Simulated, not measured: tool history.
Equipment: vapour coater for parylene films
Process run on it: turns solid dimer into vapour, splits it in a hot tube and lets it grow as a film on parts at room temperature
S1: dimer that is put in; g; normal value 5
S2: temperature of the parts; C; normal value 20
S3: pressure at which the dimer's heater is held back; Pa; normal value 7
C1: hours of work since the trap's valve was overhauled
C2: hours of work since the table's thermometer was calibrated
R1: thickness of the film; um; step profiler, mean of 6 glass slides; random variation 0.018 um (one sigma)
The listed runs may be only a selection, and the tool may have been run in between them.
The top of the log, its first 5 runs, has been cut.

| run | hour | S1 | S2 | S3 | C1 | C2 | R1 |
|---|---|---|---|---|---|---|---|
| 6 | 170.7 | 5 | 20 | 7 | 93 | 657 | 0.83 |
| 7 | 187.2 | 5 | 20 | 7 | 105 | 670 | 0.81 |
| 8 | 223.6 | 5 | 20 | 7 | 133 | 697 | 0.81 |
| 9 | 244.3 | 5 | 20 | 2.05 | 148 | 713 | 1.03 |
| 10 | 271.4 | 5 | 20 | 2.05 | 169 | 733 | 1.06 |
| 11 | 293.2 | 5 | 20 | 7 | 185 | 750 | 0.84 |
| 12 | 312.1 | 6 | 20 | 7 | 200 | 764 | 0.98 |
| 13 | 344.9 | 6 | 20 | 7 | 224 | 789 | 0.99 |
|  | 362.1 | trap's valve overhauled |
| 14 | 365.7 | 6 | 20 | 7 | 3 | 801 | 1 |
| 15 | 391.1 | 6 | 20 | 7 | 22 | 821 | 1 |
| 16 | 412.2 | 6 | 20 | 7 | 38 | 836 | 0.97 |
| 17 | 449.3 | 6 | 20 | 7 | 66 | 865 | 0.99 |
| 18 | 470.9 | 6 | 16 | 10.56 | 82 | 881 | 0.98 |
| 19 | 504.5 | 4 | 22 | 2.13 | 107 | 906 | 0.82 |
| 20 | 537.4 | 4 | 22 | 2.42 | 132 | 931 | 0.79 |
| 21 | 561 | 9 | 25 | 2.37 | 150 | 949 | 1.67 |
| 22 | 579.8 | 9 | 25 | 3.02 | 164 | 963 | 1.57 |
| 23 | 619.3 | 9 | 25 | 3.02 | 194 | 993 | 1.59 |
| 24 | 656 | 9 | 25 | 3.02 | 222 | 1020 | 1.57 |
|  | 676.7 | trap's valve overhauled |
| 25 | 679.9 | 9 | 25 | 3.02 | 2 | 1035 | 1.6 |
| 26 | 714.7 | 2 | 19 | 11.83 | 29 | 1062 | 0.32 |
| 27 | 735.3 | 2 | 19 | 11.83 | 44 | 1077 | 0.3 |

The next listed run, before its measurement:
| 28 | 765.4 | 2 | 19 | 11.83 | 67 | 1100 | ? |

Logged for run 28: R1 0.32 um.
Without the tool's hidden state the same run would have given R1 0.32 um.
